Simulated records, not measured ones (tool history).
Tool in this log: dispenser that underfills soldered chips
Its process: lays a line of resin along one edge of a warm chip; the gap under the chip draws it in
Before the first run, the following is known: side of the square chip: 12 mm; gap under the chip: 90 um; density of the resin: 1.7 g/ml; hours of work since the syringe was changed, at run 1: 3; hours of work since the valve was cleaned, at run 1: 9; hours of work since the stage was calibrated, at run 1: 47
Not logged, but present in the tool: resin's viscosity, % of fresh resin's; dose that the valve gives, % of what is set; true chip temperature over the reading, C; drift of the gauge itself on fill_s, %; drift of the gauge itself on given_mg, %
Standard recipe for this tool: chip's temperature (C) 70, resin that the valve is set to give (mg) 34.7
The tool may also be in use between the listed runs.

run	hour	chip's temperature (C)	resin that the valve is set to give (mg)	hours of work since the syringe was changed	hours of work since the valve was cleaned	hours of work since the stage was calibrated	time until the resin shows at the far edge (s)	resin that the valve gave (mg)
1	0	70	34.7	3	9	47	62.5	34.37
2	11.1	70	34.7	10	16	54	117.5	34.51
# hour 13.1: new syringe of resin
3	21	70	34.7	5	22	59	69.8	34.3
4	27.9	70	34.7	9	26	64	103.2	34.23
# hour 31.8: new syringe of resin
5	36.1	67	34.7	3	31	69	67.1	34.26
6	46.4	70	42.3	9	37	75	100.5	41.69
# hour 50.7: new syringe of resin
7	56.9	70	42.3	4	44	81	66	41.67
8	63.6	70	42.3	8	48	85	92.5	41.57
# hour 69.8: new syringe of resin
9	79.5	70	42.3	6	57	95	79.1	41.22
# hour 88.1: new syringe of resin
10	92.6	70	40.5	3	65	103	58.5	39.46
# hour 99.3: dispensing valve cleaned and set on the balance
11	104.3	70	31	9	3	109	107.1	30.84
# hour 107.3: new syringe of resin
12	110.9	70	31	2	7	113	58.5	30.78
13	121.1	70	44.5	8	13	120	97.7	44.14
# hour 126.4: new syringe of resin
14	127.7	70	44.5	1	17	124	49.1	44.14
15	143	70	34.3	10	27	133	113.6	34
# hour 145.1: new syringe of resin
16	156.5	70	40.9	7	35	141	85.3	40.34
# hour 163.8: new syringe of resin
17	171.9	70	30.5	5	44	150	75.3	29.79
# hour 182.7: new syringe of resin
18	183.5	64	30.2	0	51	157	66.2	29.48
19	192.6	64	30.2	6	57	163	107.6	29.49
# hour 201.5: new syringe of resin
20	207.9	69	32.8	4	66	172	69.3	31.74
# hour 213.2: dispensing valve cleaned and set on the balance
21	216.8	69	32.8	9	2	177	106.9	32.77
# hour 221.1: new syringe of resin
22	228.7	78	30.3	5	9	184	54	30.04
23	237.6	79	34.7	10	15	190	80.9	34.42
# hour 239.9: new syringe of resin
24	246.1	79	34.7	4	20	195	46.3	34.33
25	252.4	61	37.2	8	24	199	130.9	36.85
# hour 258.4: new syringe of resin
26	262.2	58	36.5	2	30	205	99.2	36.12
27	270.6	75	39.8	8	35	210	74.1	39.32
# hour 276.6: new syringe of resin
28	279.3	69	38.8	2	40	215	56.9	38.25
29	290.3	69	38.8	8	47	222	101	38.17
# hour 295: new syringe of resin
30	304	69	38.8	6	55	230	81	38.29
31	311.3	67	36.9	10	60	235	129.3	36.07
# hour 313.9: new syringe of resin
# hour 327: dispensing valve cleaned and set on the balance
32	327	73	39.9	8	0	243	80	39.94
# hour 333.3: new syringe of resin
33	341	55	36	5	8	252	139.9	35.97
# hour 351.6: new syringe of resin
34	354.1	57	38.2	2	16	260	96.5	37.99

Each run again, without the hidden state but with its own random variation kept:
run	time until the resin shows at the far edge (s)	resin that the valve gave (mg)
1	44.5	34.49
2	46.1	34.72
3	44	34.59
4	44.9	34.58
5	51.6	34.67
6	44.6	42.3
7	45.6	42.39
8	44.3	42.36
9	44.6	42.16
10	44.6	40.49
11	46	30.93
12	45.6	30.92
13	44.1	44.45
14	43.6	44.53
15	44.1	34.43
16	44.5	40.99
17	45.8	30.38
18	59.8	30.16
19	59.5	30.23
20	45.7	32.68
21	46.4	32.82
22	33.8	30.17
23	31.3	34.63
24	31.8	34.61
25	63.7	37.22
26	75.6	36.58
27	36.1	39.9
28	46.9	38.91
29	45.9	38.94
30	46.7	39.19
31	50.2	36.99
32	38.9	39.9
33	85	36.06
34	77.4	38.21

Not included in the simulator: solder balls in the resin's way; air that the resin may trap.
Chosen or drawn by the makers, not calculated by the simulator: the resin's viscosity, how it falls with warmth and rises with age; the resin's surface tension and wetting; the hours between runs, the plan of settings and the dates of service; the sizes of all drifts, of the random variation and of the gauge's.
